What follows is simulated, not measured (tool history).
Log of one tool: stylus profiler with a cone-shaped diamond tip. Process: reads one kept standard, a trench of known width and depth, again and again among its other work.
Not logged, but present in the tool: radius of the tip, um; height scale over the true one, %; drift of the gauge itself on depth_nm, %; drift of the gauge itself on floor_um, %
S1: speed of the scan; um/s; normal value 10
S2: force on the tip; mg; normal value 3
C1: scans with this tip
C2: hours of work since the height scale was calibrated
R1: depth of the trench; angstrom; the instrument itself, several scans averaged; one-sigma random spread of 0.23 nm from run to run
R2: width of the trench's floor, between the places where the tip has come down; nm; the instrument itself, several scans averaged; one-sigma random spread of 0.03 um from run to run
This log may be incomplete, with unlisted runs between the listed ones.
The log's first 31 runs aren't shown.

| run | hour | S1 | S2 | C1 | C2 | R1 | R2 |
|---|---|---|---|---|---|---|---|
| 32 | 2946.9 | 12 | 1.59 | 11048 | 329 | 10071.4 | 42060 |
|  | 3015.5 | height scale calibrated on a step standard, once more |
| 33 | 3071.2 | 15 | 7.64 | 11961 | 41 | 10348.9 | 42020 |
|  | 3149.8 | new tip fitted, height scale calibrated |
| 34 | 3166.6 | 17 | 1.37 | 124 | 12 | 10109.2 | 43890 |
| 35 | 3228.5 | 10 | 1.68 | 580 | 58 | 10123.1 | 43850 |
| 36 | 3352.1 | 10 | 1.68 | 1492 | 149 | 10122.6 | 43670 |
| 37 | 3449.9 | 10 | 1.68 | 2213 | 221 | 10123.7 | 43590 |
| 38 | 3540.7 | 10 | 1.68 | 2882 | 288 | 10117.6 | 43510 |
| 39 | 3605.6 | 12 | 3.32 | 3361 | 336 | 10192 | 43470 |
| 40 | 3677.5 | 3 | 1.34 | 3891 | 389 | 10096.1 | 43360 |

Predict the results of run 41:
| 41 | 3749.7 | 5 | 1.77 | 4423 | 443 | ? | ? |

{"run 41": {"R1": 10117.9, "R2": 43250}}
Were there no unlogged condition in the tool, this run, its random variation unchanged, would have produced R1 10131.4 angstrom, R2 43960 nm.
